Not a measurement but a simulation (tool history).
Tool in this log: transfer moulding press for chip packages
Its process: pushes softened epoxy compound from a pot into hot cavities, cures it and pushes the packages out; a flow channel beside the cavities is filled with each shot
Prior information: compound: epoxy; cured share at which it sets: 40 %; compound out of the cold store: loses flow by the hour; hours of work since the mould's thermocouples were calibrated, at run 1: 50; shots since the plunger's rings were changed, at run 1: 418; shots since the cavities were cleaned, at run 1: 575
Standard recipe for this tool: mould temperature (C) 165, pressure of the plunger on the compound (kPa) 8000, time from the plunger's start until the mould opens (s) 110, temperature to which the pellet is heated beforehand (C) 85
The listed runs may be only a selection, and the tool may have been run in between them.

| run | hour | mould temperature (C) | pressure of the plunger on the compound (kPa) | time from the plunger's start until the mould opens (s) | temperature to which the pellet is heated beforehand (C) | hours of work since the mould's thermocouples were calibrated | shots since the plunger's rings were changed | shots since the cavities were cleaned | incoming compound's hours out of the cold store | length that the compound runs in the flow channel (mm) | greatest force on the pins that push the packages out (N) |
|---|---|---|---|---|---|---|---|---|---|---|---|
| 1 | 0 | 165 | 8000 | 110 | 85 | 50 | 418 | 575 | 37.1 | 722 | 596 |
|  | 6.7 | cavities cleaned with cleaning compound and waxed |
| 2 | 15.4 | 165 | 8000 | 110 | 85 | 59 | 566 | 93 | 34.8 | 722 | 378 |
| 3 | 33 | 165 | 8000 | 110 | 85 | 70 | 753 | 280 | 14.3 | 766 | 486 |
| 4 | 49.5 | 165 | 8000 | 91 | 85 | 81 | 929 | 456 | 29.3 | 734 | 748 |
| 5 | 57.7 | 165 | 8000 | 91 | 85 | 86 | 1016 | 543 | 45.4 | 698 | 750 |
|  | 67.9 | cavities cleaned with cleaning compound and waxed |
| 6 | 69.3 | 165 | 8000 | 91 | 85 | 92 | 1123 | 14 | 45.2 | 693 | 472 |
| 7 | 84.7 | 165 | 8000 | 110 | 85 | 102 | 1288 | 179 | 41.1 | 704 | 442 |
| 8 | 99.5 | 173 | 8000 | 110 | 85 | 112 | 1445 | 336 | 47.6 | 658 | 439 |
| 9 | 115.9 | 173 | 8000 | 110 | 85 | 122 | 1620 | 511 | 47.8 | 659 | 495 |
| 10 | 125.2 | 173 | 8000 | 110 | 85 | 128 | 1718 | 609 | 23.5 | 697 | 514 |
|  | 129.2 | cavities cleaned with cleaning compound and waxed |
| 11 | 142.8 | 162 | 8000 | 110 | 85 | 139 | 1890 | 145 | 24.3 | 742 | 509 |
| 12 | 156.5 | 162 | 8000 | 135 | 85 | 147 | 2036 | 291 | 29.4 | 727 | 456 |
| 13 | 171.2 | 162 | 8000 | 135 | 85 | 157 | 2193 | 448 | 11.7 | 765 | 516 |
| 14 | 185.5 | 162 | 8000 | 135 | 85 | 166 | 2344 | 599 | 41.7 | 693 | 549 |
|  | 190 | cavities cleaned with cleaning compound and waxed |
| 15 | 194.9 | 168 | 7030 | 95 | 93 | 171 | 2429 | 52 | 21.4 | 669 | 385 |
| 16 | 212.8 | 172 | 6680 | 103 | 76 | 182 | 2620 | 243 | 11.3 | 662 | 417 |
| 17 | 228.4 | 172 | 8470 | 142 | 76 | 192 | 2786 | 409 | 45.6 | 675 | 442 |
| 18 | 239.6 | 165 | 7840 | 111 | 86 | 200 | 2905 | 528 | 47.4 | 661 | 562 |
|  | 251.7 | cavities cleaned with cleaning compound and waxed |
| 19 | 258.6 | 162 | 7840 | 111 | 87 | 211 | 3091 | 73 | 41.7 | 676 | 406 |
| 20 | 275 | 173 | 8000 | 123 | 89 | 221 | 3266 | 248 | 37.6 | 661 | 406 |
| 21 | 289.3 | 167 | 8000 | 123 | 93 | 230 | 3418 | 400 | 11.6 | 724 | 464 |
| 22 | 296.8 | 167 | 8000 | 123 | 93 | 235 | 3498 | 480 | 35.8 | 676 | 478 |
|  | 300.3 | plunger's sealing rings changed |
| 23 | 310.5 | 167 | 8000 | 123 | 93 | 242 | 108 | 599 | 31.5 | 729 | 516 |
|  | 314.5 | cavities cleaned with cleaning compound and waxed |
| 24 | 320.3 | 169 | 7070 | 110 | 85 | 248 | 196 | 61 | 30.8 | 685 | 334 |
| 25 | 336.8 | 169 | 7580 | 122 | 85 | 258 | 372 | 237 | 11.9 | 740 | 420 |
| 26 | 346.8 | 165 | 8000 | 101 | 83 | 265 | 479 | 344 | 36.1 | 728 | 595 |
| 27 | 355.6 | 165 | 8000 | 101 | 83 | 270 | 573 | 438 | 40.8 | 709 | 633 |

Branching from run 27: 5 alternative next runs. What would each branch give?
| A | 363.4 | 157 | 8000 | 101 | 83 | 275 | 655 | 520 | 15 | ? | ? |
| B | 363.4 | 165 | 9200 | 101 | 83 | 275 | 655 | 520 | 13.2 | ? | ? |
| C | 363.4 | 165 | 6830 | 110 | 94 | 275 | 655 | 520 | 19.4 | ? | ? |
| D | 363.4 | 161 | 8000 | 99 | 83 | 275 | 655 | 520 | 26.9 | ? | ? |
| E | 363.4 | 165 | 6820 | 108 | 87 | 275 | 655 | 520 | 23 | ? | ? |

| run | length that the compound runs in the flow channel (mm) | greatest force on the pins that push the packages out (N) |
|---|---|---|
| A | 805 | 1187 |
| B | 829 | 660 |
| C | 695 | 580 |
| D | 759 | 908 |
| E | 688 | 582 |
Take away the tool's hidden state, keep each run's random variation, and the runs would have read:
| run | length that the compound runs in the flow channel (mm) | greatest force on the pins that push the packages out (N) |
|---|---|---|
| A | 811 | 646 |
| B | 836 | 365 |
| C | 701 | 324 |
| D | 765 | 499 |
| E | 694 | 327 |

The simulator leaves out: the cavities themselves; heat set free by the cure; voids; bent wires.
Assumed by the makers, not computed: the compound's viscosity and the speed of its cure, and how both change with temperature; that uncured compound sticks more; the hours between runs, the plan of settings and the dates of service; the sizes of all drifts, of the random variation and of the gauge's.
